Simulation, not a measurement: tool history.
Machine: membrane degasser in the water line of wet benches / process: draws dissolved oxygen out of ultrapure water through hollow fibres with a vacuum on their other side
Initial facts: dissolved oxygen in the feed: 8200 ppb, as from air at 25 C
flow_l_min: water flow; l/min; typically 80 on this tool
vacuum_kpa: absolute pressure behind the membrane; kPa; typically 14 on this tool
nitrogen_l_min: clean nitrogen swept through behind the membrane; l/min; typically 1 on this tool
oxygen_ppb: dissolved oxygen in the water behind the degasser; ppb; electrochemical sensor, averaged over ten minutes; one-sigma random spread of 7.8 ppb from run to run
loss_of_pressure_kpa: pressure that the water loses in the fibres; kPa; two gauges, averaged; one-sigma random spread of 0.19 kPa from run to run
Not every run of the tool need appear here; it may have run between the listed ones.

run	day	flow_l_min	vacuum_kpa	nitrogen_l_min	oxygen_ppb	loss_of_pressure_kpa
1	0	80	14	1	1317.3	38.73
2	2.038	80	19.1	1	1819.4	38.78
3	4.142	80	19.1	1	1826.4	38.85
4	5.458	80	19.1	1	1821.7	38.54
5	6.521	80	14	1	1330.9	38.44
6	8.667	80	14	1	1337.9	38.62
7	9.883	80	14	1	1331.8	38.77
8	11.692	80	14	1	1332.3	38.8
9	13.488	80	14	1	1339.7	38.77
10	15.296	82	13.1	2.85	627.1	39.79
11	16.671	82	13.1	2.85	625.3	39.49
12	19.062	82	13.1	2.85	640.1	39.72
13	20.917	80	9.9	1	897.2	39.02
14	22.175	80	9.9	1	899.2	38.66
15	23.379	53	8.9	1	569.5	25.81
16	24.471	53	8.9	1	576.7	25.7

4 options for the next run, each taken on its own from the tool as it stands now. Forecast them:
A	26.596	49	12.7	0.93	?	?
B	26.596	55	14	2.36	?	?
C	26.596	80	23.6	0.99	?	?
D	26.596	73	10.1	1	?	?

run	oxygen_ppb	loss_of_pressure_kpa
A	889.3	23.6
B	553.7	26.75
C	2239.1	38.65
D	853.9	35.55
What these runs would have given with no unlogged condition in the tool:
run	oxygen_ppb	loss_of_pressure_kpa
A	879.2	23.33
B	543.2	26.46
C	2233.7	38.22
D	841.9	35.16
